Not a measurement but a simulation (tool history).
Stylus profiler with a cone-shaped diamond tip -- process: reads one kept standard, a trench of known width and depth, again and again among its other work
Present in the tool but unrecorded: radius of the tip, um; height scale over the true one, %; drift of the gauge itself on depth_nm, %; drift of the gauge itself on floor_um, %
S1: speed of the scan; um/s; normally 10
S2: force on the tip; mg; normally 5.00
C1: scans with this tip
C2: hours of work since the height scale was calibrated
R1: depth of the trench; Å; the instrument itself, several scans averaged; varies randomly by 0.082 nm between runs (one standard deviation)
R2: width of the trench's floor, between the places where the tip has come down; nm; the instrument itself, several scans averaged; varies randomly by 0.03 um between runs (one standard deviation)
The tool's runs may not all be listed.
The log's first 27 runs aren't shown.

run,hour,S1,S2,C1,C2,R1,R2
28,2472.7,4,5.00,9711,523,2053.9,97580
29,2565.0,10,5.26,10082,591,2054.0,97530
30,2640.5,18,11.58,10386,646,2092.3,97490
31,2730.5,2,8.79,10748,712,2078.4,97560
32,2839.2,5,3.79,11185,792,2045.7,97500
33,2906.2,13,3.05,11455,841,2039.2,97480
34,3008.6,13,3.05,11867,916,2041.9,97430
35,3070.7,13,10.23,12117,962,2086.6,97450
36,3146.6,4,8.37,12422,1017,2077.4,97420
37,3226.8,2,5.00,12745,1076,2055.5,97520

Run 38 comes next. What will it give?
38,3319.7,2,5.00,13119,1144,?,?

R1: 2055.5 Å
R2: 97440 nm
Minus the tool's unlogged condition, the same run would have read R1 2049.8 Å, R2 98020 nm.
